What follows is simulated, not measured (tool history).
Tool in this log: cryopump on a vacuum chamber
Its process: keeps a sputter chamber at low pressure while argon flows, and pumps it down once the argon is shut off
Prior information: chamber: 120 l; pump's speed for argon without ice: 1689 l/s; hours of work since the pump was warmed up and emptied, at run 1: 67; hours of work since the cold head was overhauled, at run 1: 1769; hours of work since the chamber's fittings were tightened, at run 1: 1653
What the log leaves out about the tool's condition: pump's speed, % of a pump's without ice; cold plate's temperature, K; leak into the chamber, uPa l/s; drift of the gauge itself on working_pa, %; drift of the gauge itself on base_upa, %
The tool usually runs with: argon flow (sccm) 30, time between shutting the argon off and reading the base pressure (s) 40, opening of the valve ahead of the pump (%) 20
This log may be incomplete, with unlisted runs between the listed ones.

| run | hour | argon flow (sccm) | time between shutting the argon off and reading the base pressure (s) | opening of the valve ahead of the pump (%) | hours of work since the pump was warmed up and emptied | hours of work since the cold head was overhauled | hours of work since the chamber's fittings were tightened | pressure while argon flows (Pa) | pressure after the wait (uPa) |
|---|---|---|---|---|---|---|---|---|---|
| 1 | 0 | 30 | 40 | 20 | 67 | 1769 | 1653 | 0.1518 | 1.04 |
| 2 | 78.9 | 30 | 40 | 20 | 137 | 1840 | 1724 | 0.1523 | 1.06 |
| 3 | 169.6 | 30 | 40 | 20 | 218 | 1921 | 1805 | 0.1536 | 1.07 |
| 4 | 234.4 | 30 | 40 | 20 | 276 | 1978 | 1862 | 0.154 | 1.08 |
| 5 | 302.5 | 30 | 40 | 20 | 337 | 2039 | 1923 | 0.1562 | 1.08 |
| 6 | 354.8 | 30 | 182 | 20 | 384 | 2086 | 1970 | 0.1572 | 0.73 |
| 7 | 396.9 | 30 | 75 | 20 | 421 | 2124 | 2008 | 0.157 | 0.85 |
| 8 | 484.9 | 30 | 40 | 20 | 500 | 2202 | 2086 | 0.1585 | 1.17 |
|  | 512.8 | leaking fittings of the chamber tightened, without venting |
| 9 | 574.6 | 30 | 40 | 20 | 578 | 2281 | 55 | 0.1598 | 0.82 |
| 10 | 630.5 | 30 | 40 | 19 | 628 | 2331 | 105 | 0.1681 | 0.83 |
| 11 | 673.4 | 30 | 40 | 22 | 666 | 2369 | 143 | 0.151 | 0.88 |
| 12 | 728.9 | 30 | 40 | 22 | 716 | 2418 | 193 | 0.1508 | 0.85 |
|  | 763.5 | pump warmed up, emptied and cooled again |
| 13 | 833.7 | 30 | 40 | 22 | 63 | 2508 | 282 | 0.1379 | 0.79 |
| 14 | 935.1 | 30 | 40 | 20 | 153 | 2598 | 373 | 0.1544 | 0.85 |
| 15 | 985.6 | 30 | 40 | 20 | 198 | 2643 | 418 | 0.1535 | 0.83 |
| 16 | 1066.2 | 30 | 127 | 20 | 270 | 2715 | 490 | 0.1567 | 0.47 |
| 17 | 1150.4 | 30 | 127 | 20 | 346 | 2791 | 565 | 0.1561 | 0.52 |
| 18 | 1244.7 | 30 | 101 | 45 | 430 | 2875 | 649 | 0.0755 | 0.57 |
| 19 | 1312 | 30 | 101 | 45 | 490 | 2935 | 709 | 0.0765 | 0.63 |
| 20 | 1386.7 | 30 | 101 | 45 | 557 | 3002 | 776 | 0.0778 | 0.62 |
| 21 | 1449.3 | 30 | 101 | 45 | 613 | 3058 | 832 | 0.0801 | 0.67 |
| 22 | 1541.9 | 16 | 35 | 31 | 695 | 3140 | 915 | 0.0588 | 1.05 |
|  | 1603.2 | pump warmed up, emptied and cooled again |
| 23 | 1647.1 | 17 | 222 | 17 | 39 | 3230 | 1004 | 0.0993 | 0.48 |
| 24 | 1742.2 | 47 | 214 | 23 | 124 | 3315 | 1089 | 0.2079 | 0.49 |
| 25 | 1794.4 | 47 | 32 | 23 | 171 | 3361 | 1136 | 0.2102 | 1.12 |
| 26 | 1849 | 15 | 30 | 17 | 220 | 3410 | 1185 | 0.0892 | 1.14 |
| 27 | 1906 | 15 | 40 | 17 | 271 | 3461 | 1236 | 0.0919 | 0.95 |
| 28 | 1998.9 | 49 | 169 | 17 | 353 | 3544 | 1319 | 0.2991 | 0.61 |
| 29 | 2069.9 | 22 | 40 | 20 | 417 | 3608 | 1382 | 0.1166 | 1.04 |
| 30 | 2155 | 22 | 40 | 17 | 493 | 3684 | 1458 | 0.137 | 1.1 |
| 31 | 2218.8 | 18 | 188 | 17 | 550 | 3741 | 1515 | 0.1125 | 0.68 |
| 32 | 2270.9 | 30 | 40 | 60 | 597 | 3787 | 1562 | 0.0621 | 1.08 |
| 33 | 2329.5 | 30 | 40 | 60 | 649 | 3839 | 1614 | 0.063 | 1.18 |
| 34 | 2375.4 | 21 | 94 | 46 | 690 | 3880 | 1655 | 0.055 | 0.88 |

Here are 3 independent what-if runs from the current tool condition. What would each one return?
| A | 2417.5 | 19 | 36 | 23 | 727 | 3918 | 1693 | ? | ? |
| B | 2417.5 | 21 | 290 | 46 | 727 | 3918 | 1693 | ? | ? |
| C | 2417.5 | 32 | 23 | 51 | 727 | 3918 | 1693 | ? | ? |

| run | pressure while argon flows (Pa) | pressure after the wait (uPa) |
|---|---|---|
| A | 0.0932 | 1.27 |
| B | 0.0573 | 0.71 |
| C | 0.08 | 1.62 |
Without the tool's hidden state the same runs would have given:
| run | pressure while argon flows (Pa) | pressure after the wait (uPa) |
|---|---|---|
| A | 0.0832 | 0.78 |
| B | 0.0463 | 0.23 |
| C | 0.0631 | 1.13 |
